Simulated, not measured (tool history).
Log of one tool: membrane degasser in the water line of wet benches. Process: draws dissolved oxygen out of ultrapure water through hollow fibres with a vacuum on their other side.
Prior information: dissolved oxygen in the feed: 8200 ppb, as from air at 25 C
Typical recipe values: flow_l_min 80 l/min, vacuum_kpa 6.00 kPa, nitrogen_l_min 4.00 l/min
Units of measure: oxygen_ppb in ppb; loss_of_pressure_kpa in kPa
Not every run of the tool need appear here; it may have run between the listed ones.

run,day,flow_l_min,vacuum_kpa,nitrogen_l_min,oxygen_ppb,loss_of_pressure_kpa
1,0.000,80,6.00,4.00,443.5,35.90
2,6.479,80,6.00,4.00,433.7,35.78
3,10.562,80,6.00,4.00,438.2,36.08
4,18.221,80,6.00,4.00,442.8,35.97
5,23.754,80,6.00,4.00,440.6,36.04
6,31.042,80,6.35,4.00,459.6,35.87
7,36.892,80,4.92,4.00,409.8,35.64
8,44.367,80,4.92,4.00,404.0,36.49
9,47.954,49,4.92,4.00,155.2,22.16
10,56.142,49,4.92,4.00,156.5,22.23
11,64.354,49,4.92,4.00,158.6,22.18
# day 65.792: vacuum gauge calibrated
12,70.667,92,9.07,3.55,727.4,41.73
13,75.979,63,7.50,1.91,462.7,28.66
14,84.067,63,7.50,1.91,477.1,28.64
15,87.629,80,3.82,4.00,356.4,36.31
16,92.383,80,10.96,4.88,598.3,36.46
17,99.825,80,14.21,2.38,1017.0,36.60
18,103.204,67,14.21,2.01,907.0,30.60
19,111.400,53,14.21,9.76,269.9,24.10
20,117.479,122,6.22,7.62,808.7,55.68
21,124.733,122,6.22,7.62,828.9,55.94
22,128.575,65,6.98,5.93,311.9,29.60

Here are 4 independent what-if runs from the current tool condition. What would each one return?
A,132.700,65,8.88,5.93,?,?
B,132.700,80,9.71,4.00,?,?
C,132.700,119,6.98,6.99,?,?
D,132.700,82,6.98,5.93,?,?

run,oxygen_ppb,loss_of_pressure_kpa
A,358.7,29.90
B,597.5,36.76
C,825.4,54.93
D,467.4,37.85
Take away the tool's hidden state, keep each run's random variation, and the runs would have read:
run,oxygen_ppb,loss_of_pressure_kpa
A,312.8,28.17
B,535.8,34.64
C,725.9,51.78
D,402.8,35.67
